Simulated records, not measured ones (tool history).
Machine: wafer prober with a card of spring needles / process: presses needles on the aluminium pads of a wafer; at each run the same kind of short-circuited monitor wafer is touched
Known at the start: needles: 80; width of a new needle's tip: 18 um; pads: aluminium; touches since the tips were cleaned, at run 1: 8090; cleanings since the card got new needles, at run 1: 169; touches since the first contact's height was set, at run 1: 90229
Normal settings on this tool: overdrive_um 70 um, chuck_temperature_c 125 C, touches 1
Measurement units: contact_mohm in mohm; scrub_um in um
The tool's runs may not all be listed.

| run | hour | overdrive_um | chuck_temperature_c | touches | touches since the tips were cleaned | cleanings since the card got new needles | touches since the first contact's height was set | contact_mohm | scrub_um |
|---|---|---|---|---|---|---|---|---|---|
| 1 | 0.0 | 70 | 125 | 1 | 8090 | 169 | 90229 | 265 | 13.06 |
|  | 4.0 | tips cleaned on abrasive film |
|  | 19.7 | tips cleaned on abrasive film |
|  | 35.4 | tips cleaned on abrasive film |
|  | 54.5 | tips cleaned on abrasive film |
| 2 | 54.5 | 70 | 125 | 1 | 0 | 173 | 119437 | 238 | 13.00 |
|  | 58.7 | height of the first contact set anew |
|  | 70.5 | tips cleaned on abrasive film |
|  | 90.1 | tips cleaned on abrasive film |
|  | 105.8 | tips cleaned on abrasive film |
| 3 | 121.4 | 70 | 125 | 1 | 8412 | 176 | 33686 | 270 | 13.10 |
|  | 125.3 | tips cleaned on abrasive film |
|  | 144.9 | tips cleaned on abrasive film |
|  | 164.5 | tips cleaned on abrasive film |
| 4 | 173.2 | 70 | 125 | 1 | 4669 | 179 | 61507 | 261 | 13.08 |
|  | 181.1 | tips cleaned on abrasive film |
|  | 200.7 | tips cleaned on abrasive film |
|  | 216.4 | tips cleaned on abrasive film |
|  | 236.0 | tips cleaned on abrasive film |
| 5 | 251.0 | 70 | 98 | 1 | 8128 | 183 | 103319 | 260 | 13.03 |
|  | 255.0 | tips cleaned on abrasive film |
|  | 274.6 | tips cleaned on abrasive film |
|  | 286.6 | height of the first contact set anew |
|  | 290.6 | tips cleaned on abrasive film |
|  | 310.2 | tips cleaned on abrasive film |
|  | 329.6 | tips cleaned on abrasive film |
| 6 | 339.0 | 70 | 98 | 1 | 5069 | 188 | 28129 | 259 | 13.12 |
|  | 346.9 | tips cleaned on abrasive film |
|  | 366.3 | tips cleaned on abrasive film |
|  | 385.9 | tips cleaned on abrasive film |
| 7 | 400.5 | 77 | 40 | 2 | 7883 | 191 | 61149 | 229 | 14.41 |
|  | 404.5 | tips cleaned on abrasive film |
|  | 424.1 | tips cleaned on abrasive film |
|  | 443.7 | tips cleaned on abrasive film |
| 8 | 455.5 | 87 | 56 | 1 | 6415 | 194 | 90731 | 235 | 16.23 |

Run 9, settings as shown, results not yet in. Your forecast:
|  | 459.6 | tips cleaned on abrasive film |
|  | 479.2 | tips cleaned on abrasive film |
|  | 494.9 | tips cleaned on abrasive film |
|  | 514.5 | tips cleaned on abrasive film |
|  | 514.8 | height of the first contact set anew |
|  | 534.4 | tips cleaned on abrasive film |
| 9 | 534.5 | 87 | 56 | 2 | 90 | 199 | 10620 | ? | ? |

{"run 9": {"contact_mohm": 214, "scrub_um": 16.36}}
The same run, on a tool lacking any hidden state, would have yielded contact_mohm 210 mohm, scrub_um 16.37 um.
